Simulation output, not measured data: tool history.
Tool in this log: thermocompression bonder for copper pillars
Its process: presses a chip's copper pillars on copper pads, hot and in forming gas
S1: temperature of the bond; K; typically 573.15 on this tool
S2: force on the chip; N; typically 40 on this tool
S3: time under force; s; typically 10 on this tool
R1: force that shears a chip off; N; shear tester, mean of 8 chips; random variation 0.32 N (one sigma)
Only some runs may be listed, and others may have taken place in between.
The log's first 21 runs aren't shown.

{"run": 22, "hour": 180.6, "S1": 595.15, "S2": 32, "S3": 17, "R1": 44.1}
{"run": 23, "hour": 188.6, "S1": 555.15, "S2": 28, "S3": 8, "R1": 17.9}
{"hour": 195.7, "done": "heater calibrated with a thermocouple chip, once more"}
{"run": 24, "hour": 198.6, "S1": 555.15, "S2": 28, "S3": 8, "R1": 15.1}
{"run": 25, "hour": 212.7, "S1": 580.15, "S2": 40, "S3": 13, "R1": 37.9}
{"run": 26, "hour": 224.8, "S1": 580.15, "S2": 50, "S3": 17, "R1": 49.5}
{"run": 27, "hour": 231.2, "S1": 559.15, "S2": 27, "S3": 9, "R1": 16.7}
{"run": 28, "hour": 245.2, "S1": 559.15, "S2": 27, "S3": 9, "R1": 16.1}
{"run": 29, "hour": 251.4, "S1": 572.15, "S2": 25, "S3": 9, "R1": 18.3}
{"run": 30, "hour": 259.4, "S1": 572.15, "S2": 25, "S3": 9, "R1": 19.3}
{"run": 31, "hour": 272.4, "S1": 576.15, "S2": 40, "S3": 7, "R1": 27.9}
{"run": 32, "hour": 280.6, "S1": 576.15, "S2": 40, "S3": 7, "R1": 28.1}
{"run": 33, "hour": 286.9, "S1": 551.15, "S2": 40, "S3": 10, "R1": 22.2}
{"run": 34, "hour": 294.3, "S1": 559.15, "S2": 41, "S3": 22, "R1": 36.4}
{"run": 35, "hour": 305.1, "S1": 547.15, "S2": 30, "S3": 29, "R1": 25.8}
{"run": 36, "hour": 315.7, "S1": 547.15, "S2": 30, "S3": 29, "R1": 25.6}
{"run": 37, "hour": 322.6, "S1": 547.15, "S2": 30, "S3": 29, "R1": 25.3}
{"run": 38, "hour": 334.6, "S1": 575.15, "S2": 41, "S3": 10, "R1": 32.6}
{"run": 39, "hour": 346.7, "S1": 575.15, "S2": 41, "S3": 10, "R1": 32.5}
{"run": 40, "hour": 359.1, "S1": 575.15, "S2": 41, "S3": 10, "R1": 33.1}

Predict each of these 4 candidate next runs independently; none follows another, all start after run 40:
{"run": "A", "hour": 372.5, "S1": 575.15, "S2": 58, "S3": 16, "R1": "?"}
{"run": "B", "hour": 372.5, "S1": 595.15, "S2": 41, "S3": 10, "R1": "?"}
{"run": "C", "hour": 372.5, "S1": 554.15, "S2": 26, "S3": 15, "R1": "?"}
{"run": "D", "hour": 372.5, "S1": 573.15, "S2": 40, "S3": 19, "R1": "?"}

run=A R1=51.0
run=B R1=41.8
run=C R1=18.6
run=D R1=39.9
With the hidden condition removed and each run's random variation left untouched, the same runs would have given:
run=A R1=51.7
run=B R1=42.3
run=C R1=18.6
run=D R1=40.3

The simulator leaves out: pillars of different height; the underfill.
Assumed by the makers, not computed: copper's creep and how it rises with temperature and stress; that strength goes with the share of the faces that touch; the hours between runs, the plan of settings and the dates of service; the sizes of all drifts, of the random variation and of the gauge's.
